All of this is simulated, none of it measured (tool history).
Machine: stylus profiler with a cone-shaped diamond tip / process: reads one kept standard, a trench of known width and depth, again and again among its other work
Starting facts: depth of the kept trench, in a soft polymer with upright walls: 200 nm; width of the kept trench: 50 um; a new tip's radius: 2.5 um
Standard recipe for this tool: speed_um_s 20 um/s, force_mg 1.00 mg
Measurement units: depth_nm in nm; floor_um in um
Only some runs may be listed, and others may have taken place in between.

| run | day | speed_um_s | force_mg | depth_nm | floor_um |
|---|---|---|---|---|---|
| 1 | 0.000 | 20 | 1.00 | 201.36 | 47.27 |
| 2 | 0.738 | 20 | 1.00 | 201.19 | 47.29 |
| 3 | 2.158 | 20 | 1.00 | 201.20 | 47.27 |
| 4 | 2.950 | 20 | 1.00 | 201.31 | 47.23 |
| 5 | 4.062 | 20 | 1.00 | 201.27 | 47.23 |
| 6 | 5.346 | 20 | 1.00 | 201.35 | 47.18 |
| 7 | 6.225 | 20 | 2.44 | 201.72 | 47.23 |
| 8 | 7.283 | 20 | 2.44 | 201.98 | 47.29 |
| 9 | 8.479 | 20 | 2.44 | 201.99 | 47.21 |
| 10 | 9.488 | 20 | 2.44 | 201.93 | 47.21 |
| 11 | 10.871 | 20 | 1.00 | 201.23 | 47.21 |
| 12 | 11.658 | 20 | 1.00 | 201.31 | 47.17 |
| 13 | 12.275 | 20 | 1.00 | 201.30 | 47.16 |
| 14 | 13.712 | 20 | 1.00 | 201.41 | 47.17 |
| 15 | 14.812 | 20 | 1.00 | 201.32 | 47.19 |
| 16 | 15.929 | 20 | 1.00 | 201.36 | 47.10 |
| 17 | 16.788 | 9 | 1.00 | 201.47 | 47.18 |
| 18 | 17.742 | 9 | 1.00 | 201.40 | 47.15 |
| 19 | 19.083 | 9 | 1.00 | 201.28 | 47.14 |
| 20 | 20.425 | 9 | 1.00 | 201.41 | 47.15 |
| 21 | 21.396 | 9 | 1.00 | 201.50 | 47.11 |
| 22 | 22.800 | 20 | 2.36 | 202.05 | 47.15 |
| 23 | 23.900 | 20 | 2.36 | 201.85 | 47.10 |
| 24 | 25.058 | 20 | 2.36 | 202.04 | 47.11 |
| 25 | 25.733 | 20 | 2.36 | 201.92 | 47.06 |
| 26 | 26.562 | 47 | 1.34 | 201.77 | 46.92 |
| 27 | 27.979 | 20 | 0.97 | 201.42 | 47.03 |
| 28 | 28.738 | 20 | 0.97 | 201.46 | 47.03 |
| 29 | 29.908 | 20 | 0.97 | 201.60 | 46.96 |
| 30 | 30.504 | 23 | 0.36 | 201.28 | 46.97 |
|  | 32.029 | new tip fitted, height scale calibrated |
| 31 | 32.029 | 23 | 0.36 | 200.45 | 47.78 |
| 32 | 33.275 | 23 | 0.36 | 200.36 | 47.83 |
| 33 | 34.504 | 23 | 0.36 | 200.40 | 47.82 |
| 34 | 35.096 | 23 | 0.36 | 200.46 | 47.77 |
| 35 | 35.712 | 23 | 0.36 | 200.57 | 47.85 |
| 36 | 36.904 | 25 | 2.08 | 201.21 | 47.86 |
| 37 | 38.008 | 21 | 1.13 | 200.86 | 47.86 |
| 38 | 39.333 | 7 | 0.48 | 200.67 | 47.91 |
| 39 | 40.371 | 28 | 0.49 | 200.59 | 47.75 |
| 40 | 41.467 | 35 | 1.00 | 200.70 | 47.74 |
| 41 | 42.838 | 35 | 1.00 | 200.98 | 47.73 |
| 42 | 44.175 | 21 | 0.46 | 200.58 | 47.74 |
| 43 | 45.196 | 8 | 0.93 | 200.83 | 47.82 |
| 44 | 46.404 | 8 | 1.36 | 201.02 | 47.78 |
| 45 | 47.125 | 19 | 1.00 | 200.90 | 47.72 |
| 46 | 48.225 | 19 | 1.00 | 200.98 | 47.72 |
| 47 | 49.338 | 36 | 0.36 | 200.49 | 47.55 |

Alternative continuations, all from the tool just after run 47; predict every row:
| A | 50.638 | 5 | 1.00 | ? | ? |
| B | 50.638 | 10 | 1.84 | ? | ? |
| C | 50.638 | 36 | 1.02 | ? | ? |
| D | 50.638 | 53 | 1.00 | ? | ? |

| run | depth_nm | floor_um |
|---|---|---|
| A | 200.90 | 47.80 |
| B | 201.29 | 47.82 |
| C | 200.95 | 47.68 |
| D | 200.91 | 47.53 |
Without the tool's unlogged condition, the same runs would have read:
| run | depth_nm | floor_um |
|---|---|---|
| A | 200.73 | 48.02 |
| B | 201.12 | 48.05 |
| C | 200.77 | 47.91 |
| D | 200.74 | 47.76 |
